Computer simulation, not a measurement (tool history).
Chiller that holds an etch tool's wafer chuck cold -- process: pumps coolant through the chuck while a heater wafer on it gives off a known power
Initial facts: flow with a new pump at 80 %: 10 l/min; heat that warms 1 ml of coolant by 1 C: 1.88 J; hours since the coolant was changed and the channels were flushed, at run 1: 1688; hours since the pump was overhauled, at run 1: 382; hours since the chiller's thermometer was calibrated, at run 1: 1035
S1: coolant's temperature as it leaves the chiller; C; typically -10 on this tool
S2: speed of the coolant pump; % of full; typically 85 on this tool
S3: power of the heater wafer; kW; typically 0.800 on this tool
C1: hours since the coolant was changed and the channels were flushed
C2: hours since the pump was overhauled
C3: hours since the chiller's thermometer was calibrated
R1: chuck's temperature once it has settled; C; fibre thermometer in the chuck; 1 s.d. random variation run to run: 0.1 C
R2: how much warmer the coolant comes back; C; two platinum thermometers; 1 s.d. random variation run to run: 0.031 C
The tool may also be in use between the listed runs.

Run 1, hour 0.0: usual settings; C1 1688; C2 382; C3 1035. Result: R1 -3.5 C, R2 2.44 C.
Run 2, hour 41.6: usual settings but S3 0.726 kW; C1 1729; C2 424; C3 1077. Result: R1 -4.0 C, R2 2.21 C.
Run 3, hour 119.2: usual settings; C1 1807; C2 501; C3 1154. Result: R1 -3.2 C, R2 2.40 C.
Run 4, hour 193.1: usual settings but S3 0.536 kW; C1 1881; C2 575; C3 1228. Result: R1 -5.7 C, R2 1.61 C.
Run 5, hour 240.1: usual settings; C1 1928; C2 622; C3 1275. Result: R1 -3.4 C, R2 2.41 C.
Run 6, hour 275.8: usual settings; C1 1964; C2 658; C3 1311. Result: R1 -3.5 C, R2 2.44 C.
Run 7, hour 315.7: usual settings; C1 2003; C2 698; C3 1351. Result: R1 -3.4 C, R2 2.38 C.
Run 8, hour 365.4: usual settings; C1 2053; C2 747; C3 1400. Result: R1 -3.5 C, R2 2.36 C.
Run 9, hour 443.7: usual settings but S2 62 % of full; C1 2131; C2 826; C3 1479. Result: R1 -1.3 C, R2 3.32 C.
Run 10, hour 511.5: usual settings but S3 1.005 kW; C1 2199; C2 894; C3 1546. Result: R1 -1.5 C, R2 3.03 C.
Run 11, hour 564.8: usual settings but S3 1.005 kW; C1 2252; C2 947; C3 1600. Result: R1 -1.5 C, R2 3.09 C.
Run 12, hour 602.7: usual settings but S3 1.005 kW; C1 2290; C2 985; C3 1638. Result: R1 -1.7 C, R2 3.01 C.
Run 13, hour 675.6: usual settings but S3 0.478 kW; C1 2363; C2 1058; C3 1710. Result: R1 -6.2 C, R2 1.46 C.
Run 14, hour 734.4: usual settings but S3 0.534 kW; C1 2422; C2 1117; C3 1769. Result: R1 -5.6 C, R2 1.62 C.
Run 15, hour 791.2: usual settings but S3 0.534 kW; C1 2479; C2 1173; C3 1826. Result: R1 -5.4 C, R2 1.60 C.
Run 16, hour 858.7: usual settings but S3 0.534 kW; C1 2546; C2 1241; C3 1894. Result: R1 -5.5 C, R2 1.60 C.

Estimate the outcome of run 17 from the log above:
Run 17, hour 938.0: usual settings but S3 0.534 kW; C1 2626; C2 1320; C3 1973. Result: R1 ?, R2 ?.

{"run 17": {"R1": -5.6, "R2": 1.64}}
With the hidden condition absent and the run-to-run variation left alone, this run would have shown R1 -5.6 C, R2 1.64 C.

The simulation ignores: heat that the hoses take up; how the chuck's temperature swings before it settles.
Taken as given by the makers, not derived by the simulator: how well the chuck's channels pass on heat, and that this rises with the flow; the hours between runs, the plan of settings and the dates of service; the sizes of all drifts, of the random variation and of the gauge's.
